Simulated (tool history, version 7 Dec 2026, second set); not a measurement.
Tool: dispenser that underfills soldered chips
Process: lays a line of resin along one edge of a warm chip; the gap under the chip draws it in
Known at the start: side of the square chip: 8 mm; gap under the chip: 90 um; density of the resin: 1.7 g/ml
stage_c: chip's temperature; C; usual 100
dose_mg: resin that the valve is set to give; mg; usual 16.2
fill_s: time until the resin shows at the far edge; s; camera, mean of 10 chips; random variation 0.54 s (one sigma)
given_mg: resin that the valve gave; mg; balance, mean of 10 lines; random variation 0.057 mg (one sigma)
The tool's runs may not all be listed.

| run | day | stage_c | dose_mg | fill_s | given_mg |
|---|---|---|---|---|---|
| 1 | 0.000 | 100 | 16.2 | 57.3 | 15.48 |
| 2 | 0.538 | 100 | 19.5 | 45.8 | 18.68 |
| 3 | 0.833 | 100 | 16.2 | 42.9 | 15.40 |
| 4 | 1.196 | 100 | 16.2 | 44.2 | 15.37 |
| 5 | 1.525 | 100 | 16.2 | 42.6 | 15.39 |
| 6 | 1.854 | 100 | 16.2 | 42.3 | 15.29 |
| 7 | 2.208 | 100 | 16.2 | 41.4 | 15.23 |
| 8 | 2.529 | 100 | 16.2 | 57.7 | 16.15 |
| 9 | 3.071 | 100 | 16.2 | 48.9 | 16.15 |
| 10 | 3.433 | 100 | 17.7 | 47.6 | 17.49 |
| 11 | 3.729 | 100 | 17.7 | 43.2 | 17.44 |
| 12 | 4.121 | 104 | 16.0 | 40.5 | 15.87 |
| 13 | 4.421 | 104 | 16.0 | 36.9 | 15.70 |
| 14 | 4.758 | 108 | 16.2 | 28.7 | 15.73 |
| 15 | 5.342 | 106 | 15.6 | 43.7 | 15.09 |
| 16 | 5.704 | 106 | 15.6 | 43.4 | 15.15 |
| 17 | 5.992 | 98 | 13.9 | 57.9 | 13.42 |
| 18 | 6.312 | 108 | 20.7 | 35.0 | 19.67 |
| 19 | 6.858 | 111 | 13.9 | 26.4 | 13.14 |
| 20 | 7.433 | 107 | 15.4 | 39.9 | 14.49 |
| 21 | 7.908 | 107 | 15.4 | 30.0 | 14.30 |

Taken out of this log: 24 entries between the listed runs. Where each belongs, and how the hidden state differs across it:
Between runs 1 and 2: new syringe of resin (day 0.112); new syringe of resin (day 0.462)
  resin's viscosity, % of fresh resin's: 135.8 -> 109.6; dose that the valve gives, % of what is set: 96.16 -> 95.57; true chip temperature over the reading, C: 1.4 -> 1.44
  measured less the result without the state, fill_s: +12.5 -> +1.3 s; given_mg: -0.62 -> -0.86 mg
Between runs 2 and 3: new syringe of resin (day 0.817)
  resin's viscosity, % of fresh resin's: 109.6 -> 101.9; dose that the valve gives, % of what is set: 95.57 -> 95.25; true chip temperature over the reading, C: 1.44 -> 1.46
  measured less the result without the state, fill_s: +1.3 -> -1.9 s; given_mg: -0.86 -> -0.76 mg
Between runs 3 and 4: new syringe of resin (day 1.158)
  resin's viscosity, % of fresh resin's: 101.9 -> 105.3; dose that the valve gives, % of what is set: 95.25 -> 94.9; true chip temperature over the reading, C: 1.46 -> 1.49
  measured less the result without the state, fill_s: -1.9 -> -0.4 s; given_mg: -0.76 -> -0.82 mg
Between runs 4 and 5: new syringe of resin (day 1.500)
  resin's viscosity, % of fresh resin's: 105.3 -> 102.1; dose that the valve gives, % of what is set: 94.9 -> 94.56; true chip temperature over the reading, C: 1.49 -> 1.51
  measured less the result without the state, fill_s: -0.4 -> -1.8 s; given_mg: -0.82 -> -0.88 mg
Between runs 5 and 6: new syringe of resin (day 1.854)
  resin's viscosity, % of fresh resin's: 102.1 -> 101.2; dose that the valve gives, % of what is set: 94.56 -> 94.19; true chip temperature over the reading, C: 1.51 -> 1.53
  measured less the result without the state, fill_s: -1.8 -> -2.2 s; given_mg: -0.88 -> -0.94 mg
Between runs 6 and 7: new syringe of resin (day 2.208)
  resin's viscosity, % of fresh resin's: 101.2 -> 100.5; dose that the valve gives, % of what is set: 94.19 -> 93.82; true chip temperature over the reading, C: 1.53 -> 1.56
  measured less the result without the state, fill_s: -2.2 -> -2.5 s; given_mg: -0.94 -> -1.00 mg
Between runs 7 and 8: dispensing valve cleaned and set on the balance (day 2.275)
  resin's viscosity, % of fresh resin's: 100.5 -> 140.3; dose that the valve gives, % of what is set: 93.82 -> 99.9; true chip temperature over the reading, C: 1.56 -> 1.58
  measured less the result without the state, fill_s: -2.5 -> +13.6 s; given_mg: -1.00 -> -0.01 mg
Between runs 8 and 9: new syringe of resin (day 2.621); new syringe of resin (day 2.962)
  resin's viscosity, % of fresh resin's: 140.3 -> 116.6; dose that the valve gives, % of what is set: 99.9 -> 99.34; true chip temperature over the reading, C: 1.58 -> 1.62
  measured less the result without the state, fill_s: +13.6 -> +3.7 s; given_mg: -0.01 -> -0.11 mg
Between runs 9 and 10: new syringe of resin (day 3.312)
  resin's viscosity, % of fresh resin's: 116.6 -> 116.8; dose that the valve gives, % of what is set: 99.34 -> 98.97; true chip temperature over the reading, C: 1.62 -> 1.64
  measured less the result without the state, fill_s: +3.7 -> +3.7 s; given_mg: -0.11 -> -0.18 mg
Between runs 10 and 11: new syringe of resin (day 3.654)
  resin's viscosity, % of fresh resin's: 116.8 -> 108.6; dose that the valve gives, % of what is set: 98.97 -> 98.64; true chip temperature over the reading, C: 1.64 -> 1.66
  measured less the result without the state, fill_s: +3.7 -> +0.4 s; given_mg: -0.18 -> -0.24 mg
Between runs 11 and 12: new syringe of resin (day 3.996)
  resin's viscosity, % of fresh resin's: 108.6 -> 117.3; dose that the valve gives, % of what is set: 98.64 -> 98.2; true chip temperature over the reading, C: 1.66 -> 1.69
  measured less the result without the state, fill_s: +0.4 -> +3.4 s; given_mg: -0.24 -> -0.29 mg
Between runs 12 and 13: new syringe of resin (day 4.375)
  resin's viscosity, % of fresh resin's: 117.3 -> 106.6; dose that the valve gives, % of what is set: 98.2 -> 97.89; true chip temperature over the reading, C: 1.69 -> 1.71
  measured less the result without the state, fill_s: +3.4 -> -0.3 s; given_mg: -0.29 -> -0.34 mg
Between runs 13 and 14: new syringe of resin (day 4.746)
  resin's viscosity, % of fresh resin's: 106.6 -> 100.3; dose that the valve gives, % of what is set: 97.89 -> 97.57; true chip temperature over the reading, C: 1.71 -> 1.74
  measured less the result without the state, fill_s: -0.3 -> -2.1 s; given_mg: -0.34 -> -0.40 mg
Between runs 14 and 15: new syringe of resin (day 5.083)
  resin's viscosity, % of fresh resin's: 100.3 -> 137.5; dose that the valve gives, % of what is set: 97.57 -> 96.93; true chip temperature over the reading, C: 1.74 -> 1.78
  measured less the result without the state, fill_s: -2.1 -> +9.5 s; given_mg: -0.40 -> -0.48 mg
Between runs 15 and 16: new syringe of resin (day 5.446)
  resin's viscosity, % of fresh resin's: 137.5 -> 135.7; dose that the valve gives, % of what is set: 96.93 -> 96.48; true chip temperature over the reading, C: 1.78 -> 1.81
  measured less the result without the state, fill_s: +9.5 -> +9.0 s; given_mg: -0.48 -> -0.55 mg
Between runs 16 and 17: new syringe of resin (day 5.800)
  resin's viscosity, % of fresh resin's: 135.7 -> 125.4; dose that the valve gives, % of what is set: 96.48 -> 96.18; true chip temperature over the reading, C: 1.81 -> 1.83
  measured less the result without the state, fill_s: +9.0 -> +8.1 s; given_mg: -0.55 -> -0.53 mg
Between runs 17 and 18: new syringe of resin (day 6.154)
  resin's viscosity, % of fresh resin's: 125.4 -> 122.7; dose that the valve gives, % of what is set: 96.18 -> 95.83; true chip temperature over the reading, C: 1.83 -> 1.85
  measured less the result without the state, fill_s: +8.1 -> +4.1 s; given_mg: -0.53 -> -0.86 mg
Between runs 18 and 19: new syringe of resin (day 6.496); new syringe of resin (day 6.842)
  resin's viscosity, % of fresh resin's: 122.7 -> 101.6; dose that the valve gives, % of what is set: 95.83 -> 95.2; true chip temperature over the reading, C: 1.85 -> 1.9
  measured less the result without the state, fill_s: +4.1 -> -1.4 s; given_mg: -0.86 -> -0.66 mg
Between runs 19 and 20: new syringe of resin (day 7.217)
  resin's viscosity, % of fresh resin's: 101.6 -> 130.4; dose that the valve gives, % of what is set: 95.2 -> 94.57; true chip temperature over the reading, C: 1.9 -> 1.94
  measured less the result without the state, fill_s: -1.4 -> +6.9 s; given_mg: -0.66 -> -0.84 mg
Between runs 20 and 21: new syringe of resin (day 7.571); new syringe of resin (day 7.908)
  resin's viscosity, % of fresh resin's: 130.4 -> 99.4; dose that the valve gives, % of what is set: 94.57 -> 94.05; true chip temperature over the reading, C: 1.94 -> 1.98
  measured less the result without the state, fill_s: +6.9 -> -2.6 s; given_mg: -0.84 -> -0.91 mg
